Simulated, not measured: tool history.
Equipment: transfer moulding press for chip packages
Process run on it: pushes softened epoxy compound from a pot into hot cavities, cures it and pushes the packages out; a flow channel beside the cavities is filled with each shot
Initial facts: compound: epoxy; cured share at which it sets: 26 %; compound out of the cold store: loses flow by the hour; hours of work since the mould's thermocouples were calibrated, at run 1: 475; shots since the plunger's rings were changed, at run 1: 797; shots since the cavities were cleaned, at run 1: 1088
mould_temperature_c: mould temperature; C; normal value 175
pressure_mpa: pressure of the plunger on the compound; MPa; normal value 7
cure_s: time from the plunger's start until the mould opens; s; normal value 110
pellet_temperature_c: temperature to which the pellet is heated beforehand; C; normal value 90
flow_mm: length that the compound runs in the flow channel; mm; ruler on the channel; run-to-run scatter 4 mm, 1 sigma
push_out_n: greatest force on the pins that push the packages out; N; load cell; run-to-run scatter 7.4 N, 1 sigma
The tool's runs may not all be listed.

| run | hour | mould_temperature_c | pressure_mpa | cure_s | pellet_temperature_c | hours of work since the mould's thermocouples were calibrated | shots since the plunger's rings were changed | shots since the cavities were cleaned | incoming compound's hours out of the cold store | flow_mm | push_out_n |
|---|---|---|---|---|---|---|---|---|---|---|---|
| 1 | 0 | 175 | 7 | 110 | 90 | 475 | 797 | 1088 | 40.4 | 612 | 486 |
|  | 12.9 | cavities cleaned with cleaning compound and waxed |
| 2 | 33.7 | 175 | 5.91 | 110 | 90 | 495 | 1111 | 203 | 13 | 643 | 584 |
| 3 | 73.4 | 175 | 7 | 100 | 90 | 520 | 1496 | 588 | 29.7 | 640 | 671 |
| 4 | 127.5 | 175 | 7 | 100 | 90 | 553 | 2022 | 1114 | 27.5 | 646 | 639 |
|  | 134.3 | cavities cleaned with cleaning compound and waxed |
| 5 | 184.5 | 175 | 7 | 110 | 100 | 588 | 2561 | 488 | 38.9 | 592 | 391 |
| 6 | 214.4 | 175 | 7 | 110 | 90 | 606 | 2852 | 779 | 43.3 | 584 | 426 |
| 7 | 244.3 | 175 | 7 | 110 | 90 | 625 | 3142 | 1069 | 43.4 | 577 | 450 |
|  | 256.2 | cavities cleaned with cleaning compound and waxed |
|  | 280.7 | mould's thermocouples calibrated |
| 8 | 307.2 | 175 | 7 | 110 | 90 | 16 | 3718 | 475 | 26.8 | 620 | 434 |
| 9 | 343.8 | 175 | 7 | 110 | 90 | 39 | 4075 | 832 | 28.4 | 618 | 488 |
|  | 353.8 | cavities cleaned with cleaning compound and waxed, once more |
| 10 | 392.8 | 175 | 7 | 110 | 90 | 68 | 4536 | 379 | 23.6 | 620 | 409 |
| 11 | 439.2 | 175 | 7 | 110 | 90 | 97 | 4987 | 830 | 25.7 | 612 | 453 |
|  | 477.3 | cavities cleaned with cleaning compound and waxed |
| 12 | 477.8 | 175 | 7 | 110 | 90 | 120 | 5347 | 5 | 28.3 | 592 | 314 |
|  | 500.9 | plunger's sealing rings changed |
| 13 | 532.6 | 175 | 7 | 110 | 90 | 152 | 308 | 513 | 42.3 | 617 | 419 |
| 14 | 565.3 | 175 | 7 | 110 | 90 | 173 | 625 | 830 | 26 | 661 | 473 |
|  | 604.8 | cavities cleaned with cleaning compound and waxed |
| 15 | 608.6 | 168 | 6.56 | 110 | 90 | 198 | 1031 | 36 | 8.8 | 721 | 566 |
| 16 | 643.5 | 168 | 6.56 | 110 | 90 | 220 | 1371 | 376 | 37.3 | 616 | 636 |
| 17 | 672.3 | 169 | 6.22 | 136 | 93 | 238 | 1651 | 656 | 11.9 | 674 | 458 |
| 18 | 712.9 | 178 | 6.33 | 140 | 82 | 263 | 2045 | 1050 | 11.4 | 653 | 358 |
|  | 726.2 | cavities cleaned with cleaning compound and waxed |
| 19 | 751.2 | 175 | 7 | 110 | 81 | 286 | 2402 | 242 | 11.2 | 691 | 400 |
| 20 | 782.4 | 175 | 6.79 | 140 | 81 | 305 | 2706 | 546 | 40.3 | 580 | 333 |
| 21 | 840.7 | 175 | 7 | 122 | 93 | 341 | 3272 | 1112 | 26.1 | 635 | 408 |
|  | 848.3 | cavities cleaned with cleaning compound and waxed |
| 22 | 883.6 | 175 | 7.77 | 110 | 95 | 366 | 3674 | 343 | 23.9 | 656 | 395 |
| 23 | 925.3 | 175 | 7.77 | 110 | 95 | 392 | 4079 | 748 | 22.7 | 654 | 466 |
|  | 971.9 | cavities cleaned with cleaning compound and waxed |
| 24 | 975.4 | 175 | 7.77 | 110 | 95 | 422 | 4552 | 34 | 25.7 | 635 | 311 |
| 25 | 1019.6 | 175 | 7.77 | 110 | 95 | 450 | 4980 | 462 | 39.1 | 597 | 385 |
| 26 | 1062.3 | 177 | 6.88 | 148 | 81 | 476 | 5396 | 878 | 25.9 | 586 | 331 |
|  | 1076.9 | plunger's sealing rings changed |
|  | 1096.6 | cavities cleaned with cleaning compound and waxed |
| 27 | 1121.4 | 177 | 6.88 | 148 | 81 | 510 | 418 | 241 | 35.1 | 628 | 290 |
| 28 | 1175.7 | 169 | 7 | 111 | 90 | 544 | 945 | 768 | 47.4 | 603 | 624 |

Each row is a separate what-if for the run after 28, all from the same tool condition, not one after another. Results?
| A | 1213.9 | 175 | 7 | 95 | 90 | 567 | 1317 | 1140 | 11.7 | ? | ? |
| B | 1213.9 | 175 | 6.59 | 128 | 90 | 567 | 1317 | 1140 | 37.7 | ? | ? |
| C | 1213.9 | 169 | 7.03 | 111 | 90 | 567 | 1317 | 1140 | 39.8 | ? | ? |
| D | 1213.9 | 175 | 7 | 110 | 88 | 567 | 1317 | 1140 | 20.1 | ? | ? |

| run | flow_mm | push_out_n |
|---|---|---|
| A | 703 | 683 |
| B | 600 | 403 |
| C | 629 | 651 |
| D | 678 | 483 |
Had the tool no hidden state, the same runs would have come out as:
| run | flow_mm | push_out_n |
|---|---|---|
| A | 727 | 456 |
| B | 620 | 257 |
| C | 651 | 434 |
| D | 702 | 316 |
